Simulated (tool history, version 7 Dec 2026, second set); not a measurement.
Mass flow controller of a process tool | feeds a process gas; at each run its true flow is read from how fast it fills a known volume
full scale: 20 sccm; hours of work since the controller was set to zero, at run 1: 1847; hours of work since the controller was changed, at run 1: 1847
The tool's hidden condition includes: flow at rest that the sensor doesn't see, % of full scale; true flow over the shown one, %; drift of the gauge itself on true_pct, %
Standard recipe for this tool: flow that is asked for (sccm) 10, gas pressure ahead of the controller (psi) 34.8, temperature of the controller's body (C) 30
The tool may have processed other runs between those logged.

| run | hour | flow that is asked for (sccm) | gas pressure ahead of the controller (psi) | temperature of the controller's body (C) | hours of work since the controller was set to zero | hours of work since the controller was changed | true flow (%) |
|---|---|---|---|---|---|---|---|
| 1 | 0 | 10 | 34.8 | 30 | 1847 | 1847 | 98.49 |
| 2 | 101.2 | 10 | 34.8 | 30 | 1919 | 1919 | 98.78 |
| 3 | 198.2 | 10 | 34.8 | 30 | 1987 | 1987 | 98.48 |
| 4 | 267.5 | 10 | 34.8 | 27 | 2036 | 2036 | 98.65 |
| 5 | 328.4 | 10 | 34.8 | 27 | 2079 | 2079 | 98.68 |
| 6 | 430.3 | 10 | 34.8 | 30 | 2151 | 2151 | 98.64 |
| 7 | 506.2 | 10 | 34.8 | 38 | 2204 | 2204 | 98.99 |
| 8 | 578.2 | 10 | 34.8 | 30 | 2255 | 2255 | 98.68 |
| 9 | 681.6 | 10 | 34.8 | 30 | 2328 | 2328 | 98.84 |
| 10 | 731.1 | 10 | 34.8 | 30 | 2363 | 2363 | 98.88 |
| 11 | 800.4 | 10 | 34.8 | 30 | 2411 | 2411 | 98.77 |
| 12 | 878.9 | 10 | 34.8 | 30 | 2467 | 2467 | 98.69 |
| 13 | 970.8 | 10 | 34.8 | 30 | 2532 | 2532 | 98.76 |
| 14 | 1062.3 | 10 | 34.8 | 28 | 2596 | 2596 | 98.78 |
| 15 | 1134.1 | 10 | 29.2 | 28 | 2647 | 2647 | 98.94 |
| 16 | 1219.3 | 10 | 34.8 | 30 | 2707 | 2707 | 98.8 |
| 17 | 1320.4 | 10 | 34.8 | 30 | 2778 | 2778 | 98.78 |
| 18 | 1374.7 | 10 | 34.8 | 30 | 2816 | 2816 | 98.8 |
| 19 | 1433 | 10 | 34.8 | 30 | 2857 | 2857 | 98.84 |
| 20 | 1482.5 | 4 | 22.8 | 30 | 2892 | 2892 | 99.45 |
| 21 | 1546.2 | 12 | 28.4 | 32 | 2937 | 2937 | 99.24 |
| 22 | 1594.8 | 12 | 28.4 | 32 | 2971 | 2971 | 99.23 |
|  | 1601.1 | controller's zero set anew |
| 23 | 1689.8 | 5 | 27.4 | 32 | 63 | 3038 | 99.73 |
| 24 | 1762.5 | 5 | 27.4 | 32 | 114 | 3089 | 99.81 |
|  | 1854.9 | controller's zero set anew, once more |
| 25 | 1854.9 | 5 | 27.4 | 32 | 0 | 3154 | 97.81 |
| 26 | 1957.5 | 5 | 27.4 | 32 | 72 | 3226 | 97.79 |
| 27 | 2009 | 7 | 34.8 | 27 | 109 | 3263 | 97.7 |
| 28 | 2102.5 | 4 | 26 | 32 | 174 | 3329 | 97.8 |
| 29 | 2188.8 | 9 | 21 | 28 | 235 | 3389 | 98.59 |
| 30 | 2250.9 | 9 | 21 | 28 | 279 | 3433 | 98.52 |
| 31 | 2316.2 | 5 | 38.3 | 25 | 325 | 3479 | 97.41 |
| 32 | 2395.5 | 5 | 38.3 | 25 | 381 | 3535 | 97.34 |
| 33 | 2457.4 | 16 | 28.3 | 34 | 425 | 3579 | 99.23 |
| 34 | 2514.2 | 19 | 37.7 | 37 | 465 | 3619 | 99.28 |
| 35 | 2571.7 | 19 | 37.7 | 37 | 505 | 3659 | 99.43 |
| 36 | 2648.7 | 13 | 37.4 | 30 | 559 | 3713 | 98.38 |
| 37 | 2722.5 | 4 | 33.1 | 30 | 612 | 3766 | 97.76 |
| 38 | 2789.7 | 13 | 30.2 | 24 | 659 | 3813 | 98.58 |

A few steps of true flow (%) between consecutive runs. Split each: what settings, incoming material and random variation would produce without the hidden state, and what is left over for the hidden state, along with gauge scatter present in only one of the two compared results (measured, and without hidden state):
Run 20 -> 21: flow that is asked for (sccm) 4 -> 12, gas pressure ahead of the controller (psi) 22.8 -> 28.4, temperature of the controller's body (C) 30 -> 32. true flow (%) -0.21: hidden state -1.14, all else +0.93.
Run 22 -> 23: flow that is asked for (sccm) 12 -> 5, gas pressure ahead of the controller (psi) 28.4 -> 27.4, controller's zero set anew. true flow (%) +0.5: hidden state +1.41, all else -0.91.
Run 24 -> 25: controller's zero set anew, once more. true flow (%) -2: hidden state -2.02, all else +0.02.
Run 30 -> 31: flow that is asked for (sccm) 9 -> 5, gas pressure ahead of the controller (psi) 21 -> 38.3, temperature of the controller's body (C) 28 -> 25. true flow (%) -1.11: hidden state +0.07, all else -1.18.
Run 32 -> 33: flow that is asked for (sccm) 5 -> 16, gas pressure ahead of the controller (psi) 38.3 -> 28.3, temperature of the controller's body (C) 25 -> 34. true flow (%) +1.89: hidden state -0.12, all else +2.01.
